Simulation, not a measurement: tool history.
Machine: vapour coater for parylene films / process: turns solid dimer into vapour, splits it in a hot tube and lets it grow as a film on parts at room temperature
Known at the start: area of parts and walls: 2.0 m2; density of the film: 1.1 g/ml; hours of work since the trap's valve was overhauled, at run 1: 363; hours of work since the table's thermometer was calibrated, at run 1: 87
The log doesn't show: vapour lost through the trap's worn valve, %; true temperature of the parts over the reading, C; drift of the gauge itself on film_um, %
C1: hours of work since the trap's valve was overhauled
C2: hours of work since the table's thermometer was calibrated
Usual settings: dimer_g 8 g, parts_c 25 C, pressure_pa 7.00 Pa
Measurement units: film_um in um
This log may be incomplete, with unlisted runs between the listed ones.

{"run": 1, "hour": 0.0, "dimer_g": 8, "parts_c": 25, "pressure_pa": 7.0, "C1": 363, "C2": 87, "film_um": 1.755}
{"run": 2, "hour": 11.4, "dimer_g": 8, "parts_c": 19, "pressure_pa": 7.0, "C1": 369, "C2": 92, "film_um": 2.09}
{"run": 3, "hour": 27.9, "dimer_g": 8, "parts_c": 27, "pressure_pa": 7.0, "C1": 376, "C2": 100, "film_um": 1.654}
{"run": 4, "hour": 42.7, "dimer_g": 8, "parts_c": 27, "pressure_pa": 7.0, "C1": 383, "C2": 107, "film_um": 1.654}
{"run": 5, "hour": 50.0, "dimer_g": 8, "parts_c": 27, "pressure_pa": 7.0, "C1": 387, "C2": 110, "film_um": 1.652}
{"hour": 59.3, "done": "trap's valve overhauled"}
{"run": 6, "hour": 69.4, "dimer_g": 8, "parts_c": 27, "pressure_pa": 7.0, "C1": 5, "C2": 118, "film_um": 1.646}
{"run": 7, "hour": 78.9, "dimer_g": 8, "parts_c": 36, "pressure_pa": 7.0, "C1": 9, "C2": 122, "film_um": 1.267}
{"run": 8, "hour": 89.1, "dimer_g": 8, "parts_c": 36, "pressure_pa": 7.0, "C1": 14, "C2": 127, "film_um": 1.246}
{"run": 9, "hour": 101.4, "dimer_g": 8, "parts_c": 36, "pressure_pa": 7.0, "C1": 20, "C2": 133, "film_um": 1.264}
{"run": 10, "hour": 117.6, "dimer_g": 8, "parts_c": 25, "pressure_pa": 7.0, "C1": 28, "C2": 141, "film_um": 1.738}
{"run": 11, "hour": 126.2, "dimer_g": 8, "parts_c": 25, "pressure_pa": 7.0, "C1": 32, "C2": 145, "film_um": 1.726}
{"run": 12, "hour": 139.1, "dimer_g": 8, "parts_c": 25, "pressure_pa": 3.28, "C1": 38, "C2": 151, "film_um": 2.042}
{"run": 13, "hour": 153.2, "dimer_g": 8, "parts_c": 25, "pressure_pa": 3.28, "C1": 45, "C2": 157, "film_um": 2.008}
{"hour": 157.0, "done": "gauge calibrated"}
{"run": 14, "hour": 160.5, "dimer_g": 8, "parts_c": 25, "pressure_pa": 7.0, "C1": 48, "C2": 161, "film_um": 1.76}
{"run": 15, "hour": 175.9, "dimer_g": 8, "parts_c": 25, "pressure_pa": 2.51, "C1": 55, "C2": 168, "film_um": 2.199}
{"run": 16, "hour": 189.6, "dimer_g": 8, "parts_c": 25, "pressure_pa": 2.51, "C1": 62, "C2": 175, "film_um": 2.183}
{"run": 17, "hour": 201.7, "dimer_g": 8, "parts_c": 25, "pressure_pa": 2.51, "C1": 68, "C2": 180, "film_um": 2.183}
{"run": 18, "hour": 212.3, "dimer_g": 8, "parts_c": 25, "pressure_pa": 2.51, "C1": 73, "C2": 185, "film_um": 2.155}
{"run": 19, "hour": 220.5, "dimer_g": 8, "parts_c": 25, "pressure_pa": 2.51, "C1": 77, "C2": 189, "film_um": 2.165}
{"run": 20, "hour": 232.9, "dimer_g": 8, "parts_c": 25, "pressure_pa": 2.51, "C1": 82, "C2": 195, "film_um": 2.158}
{"run": 21, "hour": 241.6, "dimer_g": 8, "parts_c": 17, "pressure_pa": 7.0, "C1": 87, "C2": 199, "film_um": 2.198}
{"run": 22, "hour": 250.1, "dimer_g": 8, "parts_c": 17, "pressure_pa": 7.0, "C1": 91, "C2": 203, "film_um": 2.172}
{"run": 23, "hour": 266.5, "dimer_g": 6, "parts_c": 34, "pressure_pa": 7.0, "C1": 98, "C2": 211, "film_um": 0.987}
{"run": 24, "hour": 282.4, "dimer_g": 6, "parts_c": 34, "pressure_pa": 7.0, "C1": 106, "C2": 219, "film_um": 0.996}
{"run": 25, "hour": 299.0, "dimer_g": 6, "parts_c": 34, "pressure_pa": 7.0, "C1": 114, "C2": 227, "film_um": 0.999}
{"run": 26, "hour": 312.9, "dimer_g": 6, "parts_c": 34, "pressure_pa": 7.0, "C1": 120, "C2": 233, "film_um": 0.981}
{"run": 27, "hour": 323.0, "dimer_g": 8, "parts_c": 24, "pressure_pa": 3.72, "C1": 125, "C2": 238, "film_um": 2.013}
{"run": 28, "hour": 330.3, "dimer_g": 8, "parts_c": 24, "pressure_pa": 3.72, "C1": 129, "C2": 241, "film_um": 2.008}
{"run": 29, "hour": 346.4, "dimer_g": 7, "parts_c": 24, "pressure_pa": 11.24, "C1": 136, "C2": 249, "film_um": 1.377}
{"run": 30, "hour": 355.2, "dimer_g": 7, "parts_c": 24, "pressure_pa": 11.24, "C1": 140, "C2": 253, "film_um": 1.381}
{"run": 31, "hour": 372.2, "dimer_g": 7, "parts_c": 24, "pressure_pa": 11.24, "C1": 148, "C2": 261, "film_um": 1.399}
{"run": 32, "hour": 379.9, "dimer_g": 8, "parts_c": 25, "pressure_pa": 11.2, "C1": 152, "C2": 265, "film_um": 1.544}
{"hour": 383.4, "done": "gauge calibrated"}
{"run": 33, "hour": 388.8, "dimer_g": 3, "parts_c": 35, "pressure_pa": 7.4, "C1": 156, "C2": 269, "film_um": 0.496}
{"run": 34, "hour": 405.0, "dimer_g": 5, "parts_c": 31, "pressure_pa": 7.0, "C1": 164, "C2": 277, "film_um": 0.928}
{"run": 35, "hour": 418.6, "dimer_g": 8, "parts_c": 32, "pressure_pa": 7.0, "C1": 171, "C2": 283, "film_um": 1.424}
{"run": 36, "hour": 432.3, "dimer_g": 8, "parts_c": 32, "pressure_pa": 7.0, "C1": 177, "C2": 290, "film_um": 1.438}
{"run": 37, "hour": 442.9, "dimer_g": 3, "parts_c": 25, "pressure_pa": 2.74, "C1": 182, "C2": 295, "film_um": 0.812}
{"run": 38, "hour": 453.1, "dimer_g": 4, "parts_c": 28, "pressure_pa": 2.64, "C1": 187, "C2": 300, "film_um": 0.972}
{"run": 39, "hour": 463.5, "dimer_g": 8, "parts_c": 20, "pressure_pa": 7.0, "C1": 192, "C2": 305, "film_um": 2.015}
{"run": 40, "hour": 472.3, "dimer_g": 6, "parts_c": 32, "pressure_pa": 7.0, "C1": 196, "C2": 309, "film_um": 1.063}
{"run": 41, "hour": 480.4, "dimer_g": 6, "parts_c": 32, "pressure_pa": 7.0, "C1": 200, "C2": 313, "film_um": 1.052}
{"run": 42, "hour": 490.5, "dimer_g": 9, "parts_c": 17, "pressure_pa": 7.0, "C1": 205, "C2": 317, "film_um": 2.433}
{"run": 43, "hour": 500.8, "dimer_g": 9, "parts_c": 17, "pressure_pa": 7.0, "C1": 210, "C2": 322, "film_um": 2.436}
{"run": 44, "hour": 515.1, "dimer_g": 3, "parts_c": 25, "pressure_pa": 7.0, "C1": 216, "C2": 329, "film_um": 0.631}

Predict each of these 5 candidate next runs independently; none follows another, all start after run 44:
{"run": "A", "hour": 523.4, "dimer_g": 11, "parts_c": 20, "pressure_pa": 4.43, "C1": 220, "C2": 333, "film_um": "?"}
{"run": "B", "hour": 523.4, "dimer_g": 6, "parts_c": 20, "pressure_pa": 7.0, "C1": 220, "C2": 333, "film_um": "?"}
{"run": "C", "hour": 523.4, "dimer_g": 8, "parts_c": 21, "pressure_pa": 7.0, "C1": 220, "C2": 333, "film_um": "?"}
{"run": "D", "hour": 523.4, "dimer_g": 8, "parts_c": 25, "pressure_pa": 4.94, "C1": 220, "C2": 333, "film_um": "?"}
{"run": "E", "hour": 523.4, "dimer_g": 12, "parts_c": 17, "pressure_pa": 7.0, "C1": 220, "C2": 333, "film_um": "?"}

run=A film_um=3.026
run=B film_um=1.501
run=C film_um=1.934
run=D film_um=1.856
run=E film_um=3.249
Stripped of hidden state, with their random variation kept, the same runs would have yielded:
run=A film_um=3.102
run=B film_um=1.539
run=C film_um=1.983
run=D film_um=1.903
run=E film_um=3.331
